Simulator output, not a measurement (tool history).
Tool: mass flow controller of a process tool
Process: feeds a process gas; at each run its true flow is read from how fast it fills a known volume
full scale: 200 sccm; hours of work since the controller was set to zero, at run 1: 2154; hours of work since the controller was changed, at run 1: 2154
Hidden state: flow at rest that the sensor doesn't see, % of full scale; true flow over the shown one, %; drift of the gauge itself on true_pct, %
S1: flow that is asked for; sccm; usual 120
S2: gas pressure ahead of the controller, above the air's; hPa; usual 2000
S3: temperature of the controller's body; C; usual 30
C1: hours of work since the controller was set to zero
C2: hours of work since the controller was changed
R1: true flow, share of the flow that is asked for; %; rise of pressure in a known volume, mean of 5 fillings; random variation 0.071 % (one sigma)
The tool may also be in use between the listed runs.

run 1 hour=0.0 | S1=120 S2=2000 S3=30 | C1=2154 C2=2154 | R1=99.27
run 2 hour=235.6 | S1=120 S2=2000 S3=30 | C1=2244 C2=2244 | R1=99.53
run 3 hour=453.8 | S1=120 S2=2000 S3=30 | C1=2327 C2=2327 | R1=99.46
run 4 hour=687.0 | S1=120 S2=2000 S3=30 | C1=2415 C2=2415 | R1=99.46
run 5 hour=809.2 | S1=120 S2=2000 S3=30 | C1=2462 C2=2462 | R1=99.54
run 6 hour=916.2 | S1=120 S2=2000 S3=30 | C1=2502 C2=2502 | R1=99.37
run 7 hour=1144.0 | S1=120 S2=2000 S3=30 | C1=2589 C2=2589 | R1=99.44
run 8 hour=1331.0 | S1=120 S2=2160 S3=30 | C1=2660 C2=2660 | R1=99.37
run 9 hour=1526.3 | S1=155 S2=2620 S3=33 | C1=2734 C2=2734 | R1=99.86
-- hour=1545.8 controller's zero set anew
run 10 hour=1671.3 | S1=155 S2=2300 S3=33 | C1=48 C2=2789 | R1=100.06
run 11 hour=1839.4 | S1=72 S2=1860 S3=30 | C1=111 C2=2852 | R1=99.46
run 12 hour=2022.9 | S1=81 S2=1990 S3=30 | C1=181 C2=2922 | R1=99.29
run 13 hour=2154.3 | S1=166 S2=1840 S3=24 | C1=231 C2=2972 | R1=99.19
run 14 hour=2288.3 | S1=166 S2=1840 S3=24 | C1=282 C2=3023 | R1=99.37
-- hour=2301.5 controller's zero set anew, once more
run 15 hour=2516.0 | S1=120 S2=1880 S3=30 | C1=81 C2=3109 | R1=99.10

Forecast each of these 3 alternatives for the next run:
run A hour=2679.2 | S1=55 S2=1880 S3=35 | C1=143 C2=3171 | R1=?
run B hour=2679.2 | S1=97 S2=2050 S3=30 | C1=143 C2=3171 | R1=?
run C hour=2679.2 | S1=108 S2=2680 S3=27 | C1=143 C2=3171 | R1=?

run=A R1=99.03
run=B R1=98.85
run=C R1=98.62
Without the tool's hidden state the same runs would have given:
run=A R1=99.55
run=B R1=99.41
run=C R1=99.19

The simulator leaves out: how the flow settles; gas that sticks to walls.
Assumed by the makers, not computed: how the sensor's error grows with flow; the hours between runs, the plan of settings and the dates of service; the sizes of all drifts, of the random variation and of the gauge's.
